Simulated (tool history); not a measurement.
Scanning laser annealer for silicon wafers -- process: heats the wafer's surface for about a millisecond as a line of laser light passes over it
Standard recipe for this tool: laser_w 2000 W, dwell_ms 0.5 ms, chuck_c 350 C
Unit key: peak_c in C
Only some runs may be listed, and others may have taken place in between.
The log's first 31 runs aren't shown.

Run 32, hour 438.9: usual settings but chuck_c 331 C. Result: peak_c 1102 C.
Run 33, hour 455.7: usual settings but chuck_c 331 C. Result: peak_c 1096 C.
Run 34, hour 471.6: usual settings but dwell_ms 0.539 ms. Result: peak_c 1140 C.
Run 35, hour 487.3: usual settings but dwell_ms 0.539 ms. Result: peak_c 1135 C.
Run 36, hour 496: usual settings but dwell_ms 0.604 ms, chuck_c 311 C. Result: peak_c 1137 C.
Run 37, hour 504.1: usual settings but dwell_ms 0.589 ms, chuck_c 312 C. Result: peak_c 1126 C.
Run 38, hour 516.5: usual settings but dwell_ms 0.589 ms, chuck_c 312 C. Result: peak_c 1125 C.
Run 39, hour 535.8: usual settings but laser_w 1941 W, dwell_ms 0.375 ms, chuck_c 375 C. Result: peak_c 1015 C.
Run 40, hour 552: usual settings but laser_w 1941 W, dwell_ms 0.375 ms, chuck_c 375 C. Result: peak_c 1012 C.
Run 41, hour 570.2: usual settings but laser_w 1911 W, dwell_ms 0.483 ms. Result: peak_c 1046 C.

Each row is a separate what-if for the run after 41, all from the same tool condition, not one after another. Results?
Run A, hour 583: usual settings but laser_w 1911 W, dwell_ms 0.508 ms. Result: peak_c ?.
Run B, hour 583: usual settings but laser_w 2036 W, dwell_ms 0.542 ms, chuck_c 367 C. Result: peak_c ?.
Run C, hour 583: usual settings but laser_w 1932 W, dwell_ms 0.487 ms, chuck_c 376 C. Result: peak_c ?.

run  peak_c
  A    1060
  B    1161
  C    1082
Had the tool no hidden state, the same runs would have come out as:
run  peak_c
  A    1096
  B    1201
  C    1118
